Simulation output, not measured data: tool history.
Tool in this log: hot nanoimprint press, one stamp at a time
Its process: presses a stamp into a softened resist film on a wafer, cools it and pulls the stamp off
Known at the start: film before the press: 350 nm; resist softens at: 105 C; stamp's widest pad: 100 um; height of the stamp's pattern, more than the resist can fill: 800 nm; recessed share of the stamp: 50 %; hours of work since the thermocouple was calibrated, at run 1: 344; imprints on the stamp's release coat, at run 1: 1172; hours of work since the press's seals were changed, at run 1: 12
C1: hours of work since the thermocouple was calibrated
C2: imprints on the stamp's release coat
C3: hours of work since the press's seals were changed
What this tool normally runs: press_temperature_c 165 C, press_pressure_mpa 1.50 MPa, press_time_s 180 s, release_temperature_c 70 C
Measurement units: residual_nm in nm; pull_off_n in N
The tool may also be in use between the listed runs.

Run 1, day 0.000: usual settings; C1 344; C2 1172; C3 12. Result: residual_nm 151.2 nm, pull_off_n 281 N.
Run 2, day 0.462: usual settings but press_pressure_mpa 1.13 MPa; C1 353; C2 1237; C3 21. Result: residual_nm 172.3 nm, pull_off_n 287 N.
Run 3, day 1.088: usual settings but press_pressure_mpa 1.13 MPa, release_temperature_c 74 C; C1 364; C2 1325; C3 32. Result: residual_nm 172.5 nm, pull_off_n 275 N.
At day 1.838: stamp cleaned and given a new release coat.
Run 4, day 1.988: usual settings but press_time_s 153 s; C1 376; C2 21; C3 44. Result: residual_nm 159.7 nm, pull_off_n 227 N.
Run 5, day 2.446: usual settings but press_time_s 153 s; C1 385; C2 85; C3 53. Result: residual_nm 159.2 nm, pull_off_n 232 N.
Run 6, day 3.038: usual settings but press_time_s 153 s; C1 396; C2 168; C3 64. Result: residual_nm 159.1 nm, pull_off_n 234 N.
Run 7, day 3.850: usual settings but press_time_s 153 s; C1 411; C2 283; C3 79. Result: residual_nm 159.6 nm, pull_off_n 241 N.
Run 8, day 4.696: usual settings but press_time_s 153 s; C1 426; C2 401; C3 95. Result: residual_nm 159.0 nm, pull_off_n 249 N.
Run 9, day 5.125: usual settings but press_temperature_c 163 C; C1 434; C2 461; C3 103. Result: residual_nm 160.0 nm, pull_off_n 248 N.
Run 10, day 5.783: usual settings but press_temperature_c 163 C; C1 446; C2 554; C3 115. Result: residual_nm 160.4 nm, pull_off_n 248 N.
At day 6.346: plate thermocouple calibrated.
Run 11, day 6.375: usual settings but press_temperature_c 163 C; C1 1; C2 620; C3 123. Result: residual_nm 156.5 nm, pull_off_n 251 N.
Run 12, day 7.075: usual settings but press_temperature_c 163 C; C1 13; C2 718; C3 136. Result: residual_nm 156.6 nm, pull_off_n 253 N.
Run 13, day 7.538: usual settings but press_temperature_c 163 C; C1 22; C2 783; C3 145. Result: residual_nm 156.3 nm, pull_off_n 263 N.
Run 14, day 8.300: usual settings but press_temperature_c 163 C; C1 36; C2 890; C3 159. Result: residual_nm 155.8 nm, pull_off_n 261 N.
Run 15, day 8.871: usual settings but release_temperature_c 78 C; C1 47; C2 970; C3 170. Result: residual_nm 145.5 nm, pull_off_n 250 N.
Run 16, day 9.617: usual settings but press_time_s 203 s, release_temperature_c 61 C; C1 61; C2 1075; C3 183. Result: residual_nm 138.9 nm, pull_off_n 286 N.
Run 17, day 10.442: usual settings but press_pressure_mpa 1.76 MPa, press_time_s 102 s; C1 76; C2 1191; C3 199. Result: residual_nm 165.5 nm, pull_off_n 281 N.
Run 18, day 11.350: usual settings but press_time_s 218 s; C1 93; C2 1318; C3 215. Result: residual_nm 134.9 nm, pull_off_n 287 N.
At day 12.025: plate thermocouple calibrated, once more.
At day 12.275: stamp cleaned and given a new release coat.
Run 19, day 12.621: usual settings but press_temperature_c 168 C, press_pressure_mpa 1.03 MPa, press_time_s 167 s, release_temperature_c 75 C; C1 6; C2 48; C3 232. Result: residual_nm 177.9 nm, pull_off_n 227 N.
Run 20, day 13.438: usual settings but press_temperature_c 173 C, press_pressure_mpa 0.98 MPa; C1 21; C2 163; C3 247. Result: residual_nm 152.3 nm, pull_off_n 236 N.
Run 21, day 13.996: usual settings but press_temperature_c 173 C, press_pressure_mpa 0.98 MPa, press_time_s 109 s, release_temperature_c 63 C; C1 32; C2 241; C3 257. Result: residual_nm 181.4 nm, pull_off_n 252 N.
Run 22, day 14.404: usual settings but press_temperature_c 161 C, press_pressure_mpa 1.78 MPa, press_time_s 189 s, release_temperature_c 67 C; C1 39; C2 299; C3 265. Result: residual_nm 165.9 nm, pull_off_n 251 N.
Run 23, day 15.129: usual settings but press_temperature_c 155 C, press_pressure_mpa 0.99 MPa, press_time_s 202 s, release_temperature_c 77 C; C1 53; C2 400; C3 278. Result: residual_nm 248.1 nm, pull_off_n 235 N.
Run 24, day 15.579: usual settings but press_temperature_c 164 C, press_pressure_mpa 1.03 MPa, release_temperature_c 63 C; C1 61; C2 464; C3 287. Result: residual_nm 195.0 nm, pull_off_n 262 N.
Run 25, day 16.408: usual settings but press_temperature_c 164 C, press_pressure_mpa 1.03 MPa, release_temperature_c 63 C; C1 76; C2 580; C3 302. Result: residual_nm 194.7 nm, pull_off_n 276 N.
Run 26, day 17.142: usual settings but press_temperature_c 164 C, press_pressure_mpa 1.03 MPa, release_temperature_c 63 C; C1 90; C2 683; C3 316. Result: residual_nm 194.4 nm, pull_off_n 272 N.
Run 27, day 18.071: usual settings but press_temperature_c 155 C, press_pressure_mpa 1.03 MPa, release_temperature_c 69 C; C1 107; C2 814; C3 333. Result: residual_nm 251.3 nm, pull_off_n 266 N.
Run 28, day 18.821: usual settings but press_pressure_mpa 1.42 MPa, press_time_s 175 s; C1 121; C2 919; C3 347. Result: residual_nm 164.5 nm, pull_off_n 275 N.
Run 29, day 19.267: usual settings but press_pressure_mpa 1.42 MPa, press_time_s 175 s; C1 129; C2 982; C3 355. Result: residual_nm 164.9 nm, pull_off_n 270 N.
Run 30, day 20.021: usual settings but press_pressure_mpa 1.42 MPa, press_time_s 175 s; C1 143; C2 1087; C3 369. Result: residual_nm 164.6 nm, pull_off_n 280 N.

Each row is a separate what-if for the run after 30, all from the same tool condition, not one after another. Results?
Run A, day 20.700: usual settings but press_temperature_c 166 C, press_pressure_mpa 1.42 MPa, press_time_s 314 s, release_temperature_c 68 C; C1 156; C2 1183; C3 382. Result: residual_nm ?, pull_off_n ?.
Run B, day 20.700: usual settings but press_temperature_c 156 C; C1 156; C2 1183; C3 382. Result: residual_nm ?, pull_off_n ?.
Run C, day 20.700: usual settings but press_pressure_mpa 1.82 MPa; C1 156; C2 1183; C3 382. Result: residual_nm ?, pull_off_n ?.
Run D, day 20.700: usual settings but press_pressure_mpa 1.82 MPa, press_time_s 246 s, release_temperature_c 75 C; C1 156; C2 1183; C3 382. Result: residual_nm ?, pull_off_n ?.

run  residual_nm  pull_off_n
  A        127.4         285
  B        212.3         280
  C        144.3         278
  D        128.4         272
With the hidden condition removed and each run's random variation left untouched, the same runs would have given:
run  residual_nm  pull_off_n
  A        128.1         233
  B        213.4         229
  C        144.6         227
  D        128.6         222

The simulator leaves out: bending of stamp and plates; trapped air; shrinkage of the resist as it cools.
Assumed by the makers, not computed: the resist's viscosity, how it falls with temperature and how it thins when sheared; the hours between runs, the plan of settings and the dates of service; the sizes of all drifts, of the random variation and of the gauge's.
